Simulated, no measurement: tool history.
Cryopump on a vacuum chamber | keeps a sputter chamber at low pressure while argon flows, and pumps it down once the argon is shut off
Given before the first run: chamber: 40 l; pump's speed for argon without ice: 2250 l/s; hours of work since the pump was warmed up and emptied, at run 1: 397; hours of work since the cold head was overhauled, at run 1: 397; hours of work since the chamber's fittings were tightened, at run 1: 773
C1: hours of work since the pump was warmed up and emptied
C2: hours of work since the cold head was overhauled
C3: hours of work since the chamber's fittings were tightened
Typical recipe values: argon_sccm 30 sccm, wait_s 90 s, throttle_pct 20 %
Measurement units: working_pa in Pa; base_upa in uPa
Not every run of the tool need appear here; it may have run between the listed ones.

Run 1, hour 0: usual settings; C1 397; C2 397; C3 773. Result: working_pa 0.1145 Pa, base_upa 0.68 uPa.
Run 2, hour 15.7: usual settings; C1 408; C2 408; C3 785. Result: working_pa 0.115 Pa, base_upa 0.65 uPa.
Run 3, hour 36.5: usual settings; C1 423; C2 423; C3 800. Result: working_pa 0.1149 Pa, base_upa 0.69 uPa.
Run 4, hour 51.5: usual settings; C1 434; C2 434; C3 811. Result: working_pa 0.115 Pa, base_upa 0.68 uPa.
Run 5, hour 74.5: usual settings; C1 451; C2 451; C3 828. Result: working_pa 0.1156 Pa, base_upa 0.7 uPa.
Run 6, hour 89.4: usual settings; C1 462; C2 462; C3 839. Result: working_pa 0.1148 Pa, base_upa 0.7 uPa.
Run 7, hour 100.9: usual settings but wait_s 267 s; C1 471; C2 471; C3 848. Result: working_pa 0.1161 Pa, base_upa 0.38 uPa.
Run 8, hour 115.2: usual settings but wait_s 35 s; C1 481; C2 481; C3 858. Result: working_pa 0.1155 Pa, base_upa 1.4 uPa.
Run 9, hour 133.4: usual settings but wait_s 35 s; C1 495; C2 495; C3 872. Result: working_pa 0.1154 Pa, base_upa 1.31 uPa.
Run 10, hour 156.3: usual settings but wait_s 35 s; C1 512; C2 512; C3 889. Result: working_pa 0.1162 Pa, base_upa 1.39 uPa.
Run 11, hour 183: usual settings; C1 531; C2 531; C3 908. Result: working_pa 0.1158 Pa, base_upa 0.67 uPa.
Run 12, hour 196.3: usual settings; C1 541; C2 541; C3 918. Result: working_pa 0.1153 Pa, base_upa 0.75 uPa.
Run 13, hour 211.5: usual settings; C1 552; C2 552; C3 929. Result: working_pa 0.1153 Pa, base_upa 0.74 uPa.
Run 14, hour 227.5: usual settings but wait_s 96 s; C1 564; C2 564; C3 941. Result: working_pa 0.1153 Pa, base_upa 0.69 uPa.
Run 15, hour 246.1: usual settings but wait_s 96 s; C1 578; C2 578; C3 955. Result: working_pa 0.1154 Pa, base_upa 0.67 uPa.
Run 16, hour 262.4: usual settings but wait_s 96 s; C1 590; C2 590; C3 967. Result: working_pa 0.1162 Pa, base_upa 0.73 uPa.
Run 17, hour 274.5: usual settings but throttle_pct 19 %; C1 599; C2 599; C3 976. Result: working_pa 0.1217 Pa, base_upa 0.71 uPa.
Run 18, hour 288.7: usual settings but argon_sccm 35 sccm, wait_s 125 s; C1 609; C2 609; C3 986. Result: working_pa 0.1348 Pa, base_upa 0.62 uPa.
Run 19, hour 315.4: usual settings but argon_sccm 35 sccm, wait_s 125 s; C1 629; C2 629; C3 1006. Result: working_pa 0.1362 Pa, base_upa 0.57 uPa.
Run 20, hour 343.6: usual settings but argon_sccm 35 sccm, wait_s 175 s; C1 650; C2 650; C3 1026. Result: working_pa 0.1362 Pa, base_upa 0.47 uPa.
Run 21, hour 365.9: usual settings but argon_sccm 25 sccm; C1 666; C2 666; C3 1043. Result: working_pa 0.0971 Pa, base_upa 0.68 uPa.
Run 22, hour 379.5: usual settings but wait_s 276 s; C1 676; C2 676; C3 1053. Result: working_pa 0.1162 Pa, base_upa 0.44 uPa.
Run 23, hour 404.6: usual settings but argon_sccm 22 sccm, wait_s 276 s, throttle_pct 18 %; C1 695; C2 695; C3 1071. Result: working_pa 0.0948 Pa, base_upa 0.44 uPa.
Run 24, hour 420: usual settings but argon_sccm 31 sccm, wait_s 276 s, throttle_pct 46 %; C1 706; C2 706; C3 1083. Result: working_pa 0.0543 Pa, base_upa 0.44 uPa.
Run 25, hour 446.5: usual settings but argon_sccm 31 sccm, wait_s 276 s, throttle_pct 46 %; C1 725; C2 725; C3 1102. Result: working_pa 0.0547 Pa, base_upa 0.43 uPa.
Run 26, hour 462.3: usual settings but argon_sccm 41 sccm, wait_s 28 s; C1 737; C2 737; C3 1114. Result: working_pa 0.1594 Pa, base_upa 1.67 uPa.
Run 27, hour 485.3: usual settings but argon_sccm 15 sccm, wait_s 25 s; C1 754; C2 754; C3 1131. Result: working_pa 0.0581 Pa, base_upa 1.81 uPa.
Run 28, hour 508.6: usual settings but throttle_pct 27 %; C1 771; C2 771; C3 1148. Result: working_pa 0.0882 Pa, base_upa 0.73 uPa.
Run 29, hour 532.7: usual settings but argon_sccm 18 sccm, wait_s 25 s, throttle_pct 44 %; C1 789; C2 789; C3 1166. Result: working_pa 0.0334 Pa, base_upa 1.79 uPa.
Run 30, hour 559.5: usual settings but argon_sccm 36 sccm, wait_s 38 s; C1 809; C2 809; C3 1185. Result: working_pa 0.1401 Pa, base_upa 1.37 uPa.
Run 31, hour 582.5: usual settings but argon_sccm 36 sccm, wait_s 38 s; C1 825; C2 825; C3 1202. Result: working_pa 0.1398 Pa, base_upa 1.39 uPa.
Run 32, hour 600.6: usual settings but argon_sccm 46 sccm, wait_s 38 s; C1 839; C2 839; C3 1216. Result: working_pa 0.1799 Pa, base_upa 1.35 uPa.
Run 33, hour 613.9: usual settings but argon_sccm 36 sccm, wait_s 25 s; C1 849; C2 849; C3 1225. Result: working_pa 0.14 Pa, base_upa 1.83 uPa.
Run 34, hour 641.4: usual settings but argon_sccm 36 sccm, wait_s 25 s; C1 869; C2 869; C3 1246. Result: working_pa 0.1412 Pa, base_upa 1.82 uPa.

Forecast each of these 4 alternatives for the next run:
Run A, hour 663.9: usual settings but argon_sccm 24 sccm, wait_s 25 s; C1 885; C2 885; C3 1262. Result: working_pa ?, base_upa ?.
Run B, hour 663.9: usual settings but argon_sccm 49 sccm, wait_s 25 s; C1 885; C2 885; C3 1262. Result: working_pa ?, base_upa ?.
Run C, hour 663.9: usual settings but argon_sccm 18 sccm, wait_s 87 s, throttle_pct 24 %; C1 885; C2 885; C3 1262. Result: working_pa ?, base_upa ?.
Run D, hour 663.9: usual settings but argon_sccm 22 sccm, wait_s 23 s, throttle_pct 16 %; C1 885; C2 885; C3 1262. Result: working_pa ?, base_upa ?.

run  working_pa  base_upa
  A      0.0943      1.94
  B      0.1916      1.86
  C      0.0595      0.79
  D      0.1072      2.02
What these runs would have given with no unlogged condition in the tool:
run  working_pa  base_upa
  A      0.0903      1.74
  B      0.1833      1.66
  C      0.0564       0.6
  D      0.1035      1.82
